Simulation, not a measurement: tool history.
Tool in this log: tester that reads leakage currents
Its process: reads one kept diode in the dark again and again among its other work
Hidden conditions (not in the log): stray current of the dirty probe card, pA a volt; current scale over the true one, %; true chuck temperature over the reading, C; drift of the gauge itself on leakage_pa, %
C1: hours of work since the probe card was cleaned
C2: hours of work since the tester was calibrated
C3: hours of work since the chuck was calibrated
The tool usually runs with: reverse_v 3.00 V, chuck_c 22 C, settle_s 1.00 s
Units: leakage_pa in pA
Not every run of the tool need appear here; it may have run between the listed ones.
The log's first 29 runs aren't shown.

run 30 hour=815.6 | reverse_v=6.92 chuck_c=40 settle_s=2.48 | C1=1920 C2=24 C3=163 | leakage_pa=109.17
run 31 hour=836.8 | reverse_v=2.34 chuck_c=39 settle_s=2.74 | C1=1930 C2=35 C3=174 | leakage_pa=58.89
run 32 hour=871.2 | reverse_v=2.34 chuck_c=39 settle_s=9.41 | C1=1948 C2=52 C3=191 | leakage_pa=59.10
run 33 hour=905.9 | reverse_v=2.34 chuck_c=39 settle_s=9.41 | C1=1966 C2=70 C3=209 | leakage_pa=59.05
run 34 hour=934.8 | reverse_v=1.92 chuck_c=23 settle_s=1.02 | C1=1981 C2=85 C3=224 | leakage_pa=17.88
run 35 hour=953.9 | reverse_v=1.66 chuck_c=37 settle_s=5.75 | C1=1990 C2=95 C3=234 | leakage_pa=43.44
-- hour=973.3 tester calibrated, once more
run 36 hour=995.0 | reverse_v=1.66 chuck_c=37 settle_s=5.75 | C1=2011 C2=11 C3=254 | leakage_pa=43.47
run 37 hour=1014.4 | reverse_v=18.89 chuck_c=22 settle_s=1.00 | C1=2020 C2=21 C3=264 | leakage_pa=58.71
run 38 hour=1050.8 | reverse_v=4.31 chuck_c=46 settle_s=8.42 | C1=2039 C2=40 C3=282 | leakage_pa=128.91
run 39 hour=1072.6 | reverse_v=4.31 chuck_c=46 settle_s=8.42 | C1=2050 C2=51 C3=294 | leakage_pa=129.28
run 40 hour=1112.8 | reverse_v=6.67 chuck_c=33 settle_s=8.42 | C1=2071 C2=72 C3=314 | leakage_pa=67.85

Predict each of these 3 candidate next runs independently; none follows another, all start after run 40:
run A hour=1148.0 | reverse_v=5.56 chuck_c=50 settle_s=7.71 | C1=2089 C2=90 C3=332 | leakage_pa=?
run B hour=1148.0 | reverse_v=11.75 chuck_c=22 settle_s=1.46 | C1=2089 C2=90 C3=332 | leakage_pa=?
run C hour=1148.0 | reverse_v=6.67 chuck_c=47 settle_s=2.39 | C1=2089 C2=90 C3=332 | leakage_pa=?

run=A leakage_pa=189.27
run=B leakage_pa=44.25
run=C leakage_pa=172.56
The same runs, with their run-to-run variation unchanged, on a tool lacking any hidden condition would have given:
run=A leakage_pa=183.83
run=B leakage_pa=41.43
run=C leakage_pa=167.32
